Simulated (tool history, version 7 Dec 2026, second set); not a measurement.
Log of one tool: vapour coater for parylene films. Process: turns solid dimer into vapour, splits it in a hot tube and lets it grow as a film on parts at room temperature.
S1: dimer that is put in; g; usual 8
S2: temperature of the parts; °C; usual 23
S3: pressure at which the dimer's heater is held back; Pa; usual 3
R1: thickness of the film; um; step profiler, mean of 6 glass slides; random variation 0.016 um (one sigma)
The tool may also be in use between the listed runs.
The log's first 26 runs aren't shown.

run    hour  S1  S2    S3    R1
 27  1627.7   8  20     3  3.33
 28    1676   8  20     3  3.36
 29  1721.8   8  20     3  3.36
     1736.6  -- trap's valve overhauled
 30  1769.7   9  20  3.01  3.77
 31  1826.9   9  20  3.01  3.76
 32    1866   9  20  3.01  3.75
 33  1937.8   9  20  3.01  3.77
 34  1994.1   9  20  3.01  3.78
 35  2040.7   3  27  3.51  0.96
 36  2079.5   3  27  3.51  0.95
 37  2121.6   3  27  3.51  0.98
 38  2205.8   8  25  8.36   2.6
 39    2249  12  23  6.76  4.27
     2282.1  -- trap's valve overhauled
 40  2337.1  12  23  6.76  4.27
 41    2402  12  23  6.76  4.27
 42  2458.2   3  23  6.76  1.06
 43    2501   8  21     3   3.2
 44  2546.8  12  16  2.92  5.84

Forecast each of these 4 alternatives for the next run:
  A  2606.4   5  28  6.74   ?
  B  2606.4  11  28     3   ?
  C  2606.4  12  18     3   ?
  D  2606.4  12  17  6.05   ?

run    R1
  A  1.47
  B  3.44
  C  5.37
  D   5.3
Without the tool's hidden state the same runs would have given:
run    R1
  A  1.47
  B  3.45
  C  5.37
  D   5.3
